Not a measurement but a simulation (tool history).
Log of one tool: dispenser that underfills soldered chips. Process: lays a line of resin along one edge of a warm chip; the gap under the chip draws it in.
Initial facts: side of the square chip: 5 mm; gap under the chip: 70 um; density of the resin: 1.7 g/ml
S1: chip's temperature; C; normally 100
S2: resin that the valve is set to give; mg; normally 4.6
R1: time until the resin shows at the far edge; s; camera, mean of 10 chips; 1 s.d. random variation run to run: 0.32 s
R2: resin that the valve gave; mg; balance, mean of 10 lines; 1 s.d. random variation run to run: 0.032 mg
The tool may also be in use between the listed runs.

run 1 hour=0 | S1=100 S2=4.6 | R1=14.3 R2=4.19
run 2 hour=6.3 | S1=100 S2=4.6 | R1=19.5 R2=4.18
run 3 hour=10.1 | S1=100 S2=4.6 | R1=23.7 R2=4.15
-- hour=11.1 new syringe of resin
run 4 hour=15.6 | S1=100 S2=4.6 | R1=13.7 R2=4.12
run 5 hour=22 | S1=100 S2=4.6 | R1=18.6 R2=4.1
-- hour=25.4 dispensing valve cleaned and set on the balance
-- hour=28.8 new syringe of resin
run 6 hour=29.5 | S1=100 S2=4.6 | R1=11.5 R2=4.57
run 7 hour=35.4 | S1=100 S2=4.6 | R1=14.9 R2=4.52
run 8 hour=41.5 | S1=100 S2=4.6 | R1=20.1 R2=4.57
-- hour=46 new syringe of resin
run 9 hour=50.7 | S1=100 S2=4.12 | R1=13.5 R2=4.06
run 10 hour=59.3 | S1=100 S2=4.12 | R1=20.7 R2=4.04
-- hour=62.9 new syringe of resin
run 11 hour=65.7 | S1=100 S2=4.12 | R1=12.5 R2=4.06
run 12 hour=73.6 | S1=100 S2=4.6 | R1=18.6 R2=4.51
run 13 hour=78.2 | S1=100 S2=4.6 | R1=22 R2=4.44
-- hour=79.5 new syringe of resin
run 14 hour=87.7 | S1=100 S2=4.6 | R1=16.7 R2=4.44
run 15 hour=92.6 | S1=100 S2=4.78 | R1=20.5 R2=4.59
-- hour=96.7 new syringe of resin
run 16 hour=98.7 | S1=100 S2=5.58 | R1=11.9 R2=5.32
run 17 hour=104.9 | S1=100 S2=3.98 | R1=16.8 R2=3.78
run 18 hour=111.7 | S1=100 S2=3.98 | R1=23 R2=3.78
-- hour=113.6 new syringe of resin
run 19 hour=119.2 | S1=102 S2=5.92 | R1=13.1 R2=5.61
run 20 hour=124.6 | S1=85 S2=5.26 | R1=31 R2=4.95
-- hour=130.9 new syringe of resin
run 21 hour=132.5 | S1=100 S2=5.95 | R1=10.6 R2=5.59
run 22 hour=140.6 | S1=100 S2=4.02 | R1=17.4 R2=3.8
run 23 hour=145.3 | S1=110 S2=4.43 | R1=15.7 R2=4.18
-- hour=147.7 new syringe of resin
run 24 hour=150.5 | S1=107 S2=4.82 | R1=9.8 R2=4.5
run 25 hour=155.2 | S1=100 S2=5.91 | R1=14.8 R2=5.43
run 26 hour=160 | S1=99 S2=5.45 | R1=20.1 R2=5.08
-- hour=164.8 new syringe of resin
run 27 hour=164.8 | S1=99 S2=5.45 | R1=10.7 R2=4.98
run 28 hour=169.4 | S1=108 S2=4.6 | R1=9.9 R2=4.22
run 29 hour=175 | S1=107 S2=4.59 | R1=13.5 R2=4.17
-- hour=181.6 new syringe of resin
run 30 hour=181.9 | S1=103 S2=4.62 | R1=9.4 R2=4.24

Run 31 has not been measured yet. What should we expect?
run 31 hour=191 | S1=103 S2=4.62 | R1=? R2=?

R1: 15 s
R2: 4.18 mg
Were there no unlogged condition in the tool, this run, its random variation unchanged, would have produced R1 9.6 s, R2 4.62 mg.
